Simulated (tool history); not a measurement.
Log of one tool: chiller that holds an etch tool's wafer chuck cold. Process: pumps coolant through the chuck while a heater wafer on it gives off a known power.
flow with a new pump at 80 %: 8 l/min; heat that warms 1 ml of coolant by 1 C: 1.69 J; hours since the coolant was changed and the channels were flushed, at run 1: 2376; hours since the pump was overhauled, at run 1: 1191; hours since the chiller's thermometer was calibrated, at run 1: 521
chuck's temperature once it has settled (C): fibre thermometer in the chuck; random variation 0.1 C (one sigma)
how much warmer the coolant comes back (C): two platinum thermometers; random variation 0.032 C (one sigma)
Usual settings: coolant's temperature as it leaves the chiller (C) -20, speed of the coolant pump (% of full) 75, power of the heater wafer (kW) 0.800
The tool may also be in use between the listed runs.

run	day	coolant's temperature as it leaves the chiller (C)	speed of the coolant pump (% of full)	power of the heater wafer (kW)	hours since the coolant was changed and the channels were flushed	hours since the pump was overhauled	hours since the chiller's thermometer was calibrated	chuck's temperature once it has settled (C)	how much warmer the coolant comes back (C)
1	0.000	-20	75	0.800	2376	1191	521	-9.3	3.86
2	1.092	-13	75	0.800	2402	1217	547	-2.5	3.84
3	1.783	-20	75	0.734	2419	1234	564	-9.9	3.47
4	3.079	-20	75	0.734	2450	1265	595	-10.3	3.53
5	3.917	-20	70	0.800	2470	1285	615	-8.8	4.17
6	4.512	-20	75	0.800	2484	1299	629	-9.1	3.87
7	5.242	-20	64	0.800	2502	1317	647	-7.9	4.61
8	5.942	-20	84	0.800	2519	1333	663	-10.0	3.38
9	7.062	-26	84	0.800	2545	1360	690	-16.1	3.32
10	7.738	-26	84	0.800	2562	1377	707	-16.2	3.39
11	8.721	-26	84	0.670	2585	1400	730	-17.7	2.84
12	9.942	-26	84	0.670	2615	1430	760	-17.6	2.82
13	10.550	-26	97	0.670	2629	1444	774	-18.3	2.37
14	11.292	-26	97	0.670	2647	1462	792	-18.4	2.46
15	12.404	-26	97	0.670	2674	1489	819	-18.2	2.43
16	13.429	-24	63	1.165	2698	1513	843	-6.2	6.81
17	14.504	-22	78	0.725	2724	1539	869	-12.6	3.29
18	15.525	-17	70	0.927	2749	1563	893	-3.7	4.87
19	16.500	-20	75	1.125	2772	1587	917	-4.8	5.42
20	17.138	-12	88	1.125	2787	1602	932	1.5	4.48
21	18.033	-12	88	1.125	2809	1624	954	1.5	4.49

Forecast each of these 4 alternatives for the next run:
A	18.854	-12	74	0.574	2828	1643	973	?	?
B	18.854	-20	75	0.868	2828	1643	973	?	?
C	18.854	-26	75	0.804	2828	1643	973	?	?
D	18.854	-18	97	0.867	2828	1643	973	?	?

run	chuck's temperature once it has settled (C)	how much warmer the coolant comes back (C)
A	-4.0	2.82
B	-8.1	4.14
C	-15.0	3.88
D	-8.1	3.08
Without the tool's hidden state the same runs would have given:
run	chuck's temperature once it has settled (C)	how much warmer the coolant comes back (C)
A	-4.5	2.80
B	-8.8	4.11
C	-15.6	3.85
D	-8.7	3.06

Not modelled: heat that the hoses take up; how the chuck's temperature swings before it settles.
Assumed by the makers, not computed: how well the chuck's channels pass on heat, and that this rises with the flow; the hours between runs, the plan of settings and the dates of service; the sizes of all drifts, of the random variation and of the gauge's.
